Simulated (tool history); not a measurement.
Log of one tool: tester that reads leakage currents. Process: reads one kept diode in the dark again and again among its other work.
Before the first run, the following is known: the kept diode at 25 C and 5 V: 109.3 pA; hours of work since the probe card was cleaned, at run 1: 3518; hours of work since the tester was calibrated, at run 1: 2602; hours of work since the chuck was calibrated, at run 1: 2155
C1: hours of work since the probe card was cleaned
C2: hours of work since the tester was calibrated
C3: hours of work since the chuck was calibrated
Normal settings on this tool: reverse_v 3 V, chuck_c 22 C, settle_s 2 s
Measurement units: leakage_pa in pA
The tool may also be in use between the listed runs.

Run 1, hour 0: usual settings; C1 3518; C2 2602; C3 2155. Result: leakage_pa 65.34 pA.
Run 2, hour 91.8: usual settings; C1 3574; C2 2657; C3 2210. Result: leakage_pa 65.58 pA.
At hour 120.4: probe card cleaned and baked.
Run 3, hour 253.6: usual settings; C1 80; C2 2752; C3 2305. Result: leakage_pa 65.76 pA.
Run 4, hour 360.2: usual settings; C1 144; C2 2816; C3 2369. Result: leakage_pa 65.78 pA.
At hour 434.2: chuck's temperature calibrated.
Run 5, hour 504.9: usual settings; C1 230; C2 2902; C3 42. Result: leakage_pa 65.58 pA.
Run 6, hour 603.4: usual settings; C1 289; C2 2961; C3 102. Result: leakage_pa 65.64 pA.
Run 7, hour 787: usual settings but chuck_c 25 C; C1 399; C2 3071; C3 212. Result: leakage_pa 84.69 pA.
Run 8, hour 918.6: usual settings but chuck_c 31 C; C1 478; C2 3150; C3 291. Result: leakage_pa 139.95 pA.
Run 9, hour 1009.5: usual settings but chuck_c 31 C; C1 532; C2 3204; C3 345. Result: leakage_pa 140.22 pA.
Run 10, hour 1167.6: usual settings but chuck_c 31 C; C1 627; C2 3299; C3 440. Result: leakage_pa 139.12 pA.
Run 11, hour 1266.5: usual settings but chuck_c 31 C; C1 687; C2 3359; C3 500. Result: leakage_pa 139.61 pA.
Run 12, hour 1353: usual settings but chuck_c 31 C; C1 739; C2 3411; C3 551. Result: leakage_pa 139.38 pA.
Run 13, hour 1516: usual settings but chuck_c 31 C; C1 837; C2 3508; C3 649. Result: leakage_pa 139.71 pA.
Run 14, hour 1677.2: usual settings; C1 933; C2 3605; C3 746. Result: leakage_pa 65.48 pA.
Run 15, hour 1762.5: usual settings but reverse_v 5.42 V; C1 984; C2 3656; C3 797. Result: leakage_pa 88.65 pA.
Run 16, hour 1933.2: usual settings but reverse_v 1.15 V, chuck_c 31 C, settle_s 6.31 s; C1 1087; C2 3759; C3 900. Result: leakage_pa 85.89 pA.
Run 17, hour 2071.4: usual settings but reverse_v 1.15 V, chuck_c 31 C, settle_s 6.31 s; C1 1170; C2 3842; C3 983. Result: leakage_pa 85.69 pA.
Run 18, hour 2245.1: usual settings but reverse_v 2.42 V, chuck_c 31 C, settle_s 6.31 s; C1 1274; C2 3946; C3 1087. Result: leakage_pa 125.02 pA.
Run 19, hour 2384.1: usual settings but reverse_v 9.25 V, chuck_c 37 C; C1 1358; C2 4029; C3 1170. Result: leakage_pa 401.47 pA.

Run 20 is up next; what results do you expect?
Run 20, hour 2458.6: usual settings but reverse_v 1.51 V, chuck_c 50 C, settle_s 0.62 s; C1 1402; C2 4074; C3 1215. Result: leakage_pa ?.

{"run 20": {"leakage_pa": 425.38}}
If the tool had no hidden condition, the same run with the same run-to-run variation would have returned leakage_pa 425.35 pA.
